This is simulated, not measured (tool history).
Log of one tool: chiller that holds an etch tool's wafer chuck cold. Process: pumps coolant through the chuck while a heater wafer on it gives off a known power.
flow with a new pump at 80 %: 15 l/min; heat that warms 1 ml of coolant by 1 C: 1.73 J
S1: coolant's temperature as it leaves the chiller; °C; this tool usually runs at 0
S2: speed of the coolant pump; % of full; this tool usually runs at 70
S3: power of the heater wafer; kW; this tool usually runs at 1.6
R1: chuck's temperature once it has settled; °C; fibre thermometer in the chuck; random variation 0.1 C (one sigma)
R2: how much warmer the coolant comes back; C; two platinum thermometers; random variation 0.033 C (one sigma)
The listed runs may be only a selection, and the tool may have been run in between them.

Run 1, day 0: usual settings. Result: R1 16.8 °C, R2 4.2 C.
Run 2, day 2.425: usual settings. Result: R1 16.8 °C, R2 4.22 C.
Run 3, day 5.442: usual settings. Result: R1 16.9 °C, R2 4.18 C.
Run 4, day 7.25: usual settings. Result: R1 16.8 °C, R2 4.2 C.
Run 5, day 8.538: usual settings but S2 79 % of full. Result: R1 15.7 °C, R2 3.7 C.
Run 6, day 11.025: usual settings but S3 1.623 kW. Result: R1 17.1 °C, R2 4.25 C.
Run 7, day 12.621: usual settings but S3 1.259 kW. Result: R1 13.3 °C, R2 3.26 C.
Run 8, day 14.458: usual settings but S3 1.259 kW. Result: R1 13.3 °C, R2 3.29 C.
Run 9, day 16.721: usual settings but S1 2 °C. Result: R1 18.7 °C, R2 4.15 C.
Run 10, day 19.517: usual settings but S1 8 °C. Result: R1 24.9 °C, R2 4.08 C.
Run 11, day 21.079: usual settings but S1 8 °C. Result: R1 24.9 °C, R2 4.09 C.
Run 12, day 22.704: usual settings but S1 8 °C, S3 1.282 kW. Result: R1 21.4 °C, R2 3.32 C.
Run 13, day 23.958: usual settings but S1 8 °C, S2 89 % of full, S3 1.282 kW. Result: R1 19.9 °C, R2 2.5 C.
Run 14, day 26.562: usual settings but S1 8 °C, S2 89 % of full, S3 1.352 kW. Result: R1 20.3 °C, R2 2.66 C.
Run 15, day 29.658: usual settings but S1 8 °C, S2 89 % of full, S3 1.352 kW. Result: R1 20.5 °C, R2 2.58 C.
Run 16, day 31.571: usual settings but S1 8 °C, S2 89 % of full, S3 1.352 kW. Result: R1 20.5 °C, R2 2.58 C.
Run 17, day 33.221: usual settings but S1 1 °C, S2 79 % of full, S3 0.82 kW. Result: R1 8.9 °C, R2 1.71 C.
Run 18, day 36.083: usual settings but S1 9 °C, S3 1.533 kW. Result: R1 25.1 °C, R2 3.8 C.
Run 19, day 38.738: usual settings but S1 9 °C, S3 1.999 kW. Result: R1 30 °C, R2 5.04 C.
At day 39.096: gauge calibrated.
Run 20, day 40.121: usual settings but S1 5 °C, S2 73 % of full, S3 1.125 kW. Result: R1 16.7 °C, R2 2.86 C.
Run 21, day 42.446: usual settings but S1 -5 °C, S2 66 % of full, S3 2.265 kW. Result: R1 19.4 °C, R2 6.32 C.
Run 22, day 45.379: usual settings but S1 -2 °C, S2 99 % of full, S3 1.436 kW. Result: R1 10.6 °C, R2 2.58 C.
Run 23, day 47.825: usual settings but S1 8 °C, S2 65 % of full. Result: R1 25.4 °C, R2 4.55 C.
Run 24, day 49.95: usual settings but S1 -10 °C. Result: R1 6.7 °C, R2 4.2 C.
Run 25, day 51.908: usual settings but S1 -10 °C, S2 86 % of full. Result: R1 5.2 °C, R2 3.31 C.
Run 26, day 54.171: usual settings but S1 -6 °C, S2 98 % of full, S3 1.816 kW. Result: R1 9.8 °C, R2 3.25 C.
Run 27, day 56.817: usual settings but S1 7 °C, S2 60 % of full, S3 2.246 kW. Result: R1 32.6 °C, R2 6.87 C.
Run 28, day 58.346: usual settings but S1 7 °C, S2 76 % of full, S3 1.811 kW. Result: R1 25.2 °C, R2 4.23 C.
Run 29, day 60.279: usual settings but S1 6 °C, S2 75 % of full, S3 1.8 kW. Result: R1 24.1 °C, R2 4.33 C.
Run 30, day 62.958: usual settings but S1 1 °C. Result: R1 17.8 °C, R2 4.13 C.
Run 31, day 65.358: usual settings but S1 -3 °C, S2 97 % of full, S3 1.409 kW. Result: R1 9.4 °C, R2 2.51 C.

Alternative continuations, all from the tool just after run 31; predict every row:
Run A, day 66.812: usual settings but S1 -3 °C, S2 97 % of full, S3 0.976 kW. Result: R1 ?, R2 ?.
Run B, day 66.812: usual settings but S1 9 °C, S2 74 % of full, S3 1.748 kW. Result: R1 ?, R2 ?.
Run C, day 66.812: usual settings but S1 -3 °C, S2 97 % of full, S3 1.409 kW. Result: R1 ?, R2 ?.
Run D, day 66.812: usual settings but S1 -9 °C, S2 94 % of full, S3 1.501 kW. Result: R1 ?, R2 ?.
Run E, day 66.812: usual settings but S1 -4 °C. Result: R1 ?, R2 ?.

run    R1    R2
  A   5.7  1.67
  B  26.7  4.21
  C   9.4  2.49
  D   4.5  2.83
  E  12.7  4.09
What these runs would have given with no unlogged condition in the tool:
run    R1    R2
  A   5.6  1.86
  B  26.7  4.39
  C   9.4  2.68
  D   4.5  3.02
  E  12.7  4.27

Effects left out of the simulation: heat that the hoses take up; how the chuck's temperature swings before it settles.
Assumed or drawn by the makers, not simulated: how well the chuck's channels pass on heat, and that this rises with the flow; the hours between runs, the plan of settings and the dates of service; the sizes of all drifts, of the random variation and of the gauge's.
